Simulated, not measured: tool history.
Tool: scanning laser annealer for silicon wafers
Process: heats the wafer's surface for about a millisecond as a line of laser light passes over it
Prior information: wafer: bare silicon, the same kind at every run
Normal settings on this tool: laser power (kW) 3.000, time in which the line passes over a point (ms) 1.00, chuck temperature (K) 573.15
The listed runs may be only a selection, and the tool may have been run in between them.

run     day  laser power (kW)  time in which the line passes over a point (ms)  chuck temperature (K)  highest temperature of the surface (K)
  1   0.000             3.000                                             1.00                 573.15                                 1280.15
  2   2.433             3.000                                             1.00                 602.15                                 1308.15
  3   5.554             3.000                                             1.00                 602.15                                 1310.15
      5.833  -- window over the wafer cleaned
  4   8.488             3.000                                             1.00                 602.15                                 1308.15
      9.004  -- optics aligned, line set to its width
  5  10.283             3.000                                             1.00                 602.15                                 1308.15
  6  12.692             2.862                                             1.00                 573.15                                 1247.15
  7  15.675             2.862                                             1.00                 573.15                                 1249.15
  8  17.775             3.000                                             1.13                 573.15                                 1328.15
  9  19.271             3.000                                             1.13                 573.15                                 1330.15
 10  21.967             3.000                                             1.00                 573.15                                 1280.15
     24.008  -- window over the wafer cleaned
 11  24.446             3.000                                             1.00                 573.15                                 1281.15
 12  27.100             2.645                                             1.00                 573.15                                 1195.15
 13  29.971             2.645                                             1.00                 573.15                                 1194.15
 14  32.908             2.645                                             1.00                 573.15                                 1195.15
 15  35.671             2.645                                             1.00                 573.15                                 1197.15
 16  37.892             2.645                                             1.00                 573.15                                 1196.15
 17  40.808             3.000                                             0.76                 573.15                                 1173.15
     41.979  -- window over the wafer cleaned
 18  44.200             3.000                                             0.97                 573.15                                 1268.15
 19  47.583             3.000                                             1.00                 573.15                                 1278.15
 20  49.688             3.000                                             1.00                 573.15                                 1281.15
 21  51.350             3.000                                             1.00                 573.15                                 1281.15
 22  53.062             3.000                                             1.00                 613.15                                 1318.15
     54.046  -- optics aligned, line set to its width
 23  55.738             3.000                                             1.00                 613.15                                 1320.15
 24  58.925             3.000                                             0.85                 599.15                                 1244.15
     60.279  -- window over the wafer cleaned
 25  61.392             2.859                                             1.12                 539.15                                 1260.15
 26  64.292             2.859                                             1.12                 539.15                                 1258.15
 27  67.262             2.859                                             1.12                 539.15                                 1261.15
 28  70.642             2.885                                             1.20                 572.15                                 1330.15
 29  72.962             2.885                                             1.20                 572.15                                 1329.15
 30  75.371             2.885                                             1.04                 585.15                                 1281.15
 31  77.812             2.625                                             0.84                 572.15                                 1130.15
     78.425  -- window over the wafer cleaned
 32  79.842             2.599                                             0.70                 573.15                                 1070.15
 33  81.317             2.566                                             0.84                 545.15                                 1092.15
 34  82.892             2.566                                             0.84                 545.15                                 1088.15
 35  84.500             2.566                                             0.84                 568.15                                 1113.15
 36  85.892             3.118                                             0.84                 568.15                                 1233.15
 37  88.354             2.939                                             0.94                 536.15                                 1205.15

Expected results for the next run?
 38  91.629             3.267                                             1.04                 573.15                                       ?

Logged for run 38: highest temperature of the surface (K) 1364.15.
Without the tool's hidden state the same run would have given highest temperature of the surface (K) 1365.15.
